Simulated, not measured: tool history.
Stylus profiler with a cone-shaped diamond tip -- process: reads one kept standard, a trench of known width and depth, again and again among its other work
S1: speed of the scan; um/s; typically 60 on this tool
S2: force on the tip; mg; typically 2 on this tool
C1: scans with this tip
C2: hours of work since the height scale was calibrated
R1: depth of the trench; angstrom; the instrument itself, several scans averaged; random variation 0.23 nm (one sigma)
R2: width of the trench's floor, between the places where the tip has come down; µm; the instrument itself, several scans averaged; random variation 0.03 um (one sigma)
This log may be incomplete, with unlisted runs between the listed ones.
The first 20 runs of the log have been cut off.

run,hour,S1,S2,C1,C2,R1,R2
21,1265.1,78,2,9070,1002,10122.9,13.87
22,1333.3,22,3.98,9397,1038,10194.3,13.95
23,1403,22,3.98,9732,1075,10190.9,14.02
24,1464.7,35,1.08,10029,1107,10081.9,13.88
25,1544.2,35,1.08,10410,1150,10082.2,13.92
26,1585.9,190,0.72,10611,1172,10062.9,13.28
27,1632.2,190,0.72,10833,1196,10060.8,13.35
28,1679.3,18,0.75,11059,1221,10065.3,13.95
29,1743.8,89,5.41,11370,1255,10234.4,13.85
30,1808.8,113,0.81,11682,1290,10069.3,13.6
31,1883.3,154,5.07,12039,1329,10225.4,13.77
32,1929.4,231,4.5,12261,1354,10207.3,13.64
33,2013.3,117,4.5,12664,1398,10209.2,13.83
34,2072.6,37,2,12949,1430,10124.7,13.91
35,2140.8,142,2,13276,1466,10117.9,13.69
36,2182.5,161,5.17,13477,1488,10226.1,13.79
37,2244.8,53,5.79,13776,1521,10248.6,13.92
38,2316,53,5.79,14118,1559,10248.2,13.93

Alternative continuations, all from the tool just after run 38; predict every row:
A,2387.8,31,0.77,14463,1597,?,?
B,2387.8,20,1.83,14463,1597,?,?
C,2387.8,60,0.79,14463,1597,?,?
D,2387.8,24,1.2,14463,1597,?,?
E,2387.8,182,0.83,14463,1597,?,?

run,R1,R2
A,10062.3,13.89
B,10115.5,13.99
C,10067,13.78
D,10086.6,13.87
E,10066.8,13.4
Without the tool's unlogged condition, the same runs would have read:
run,R1,R2
A,10061.9,13.9
B,10115.1,14
C,10066.6,13.79
D,10086.2,13.88
E,10066.4,13.42
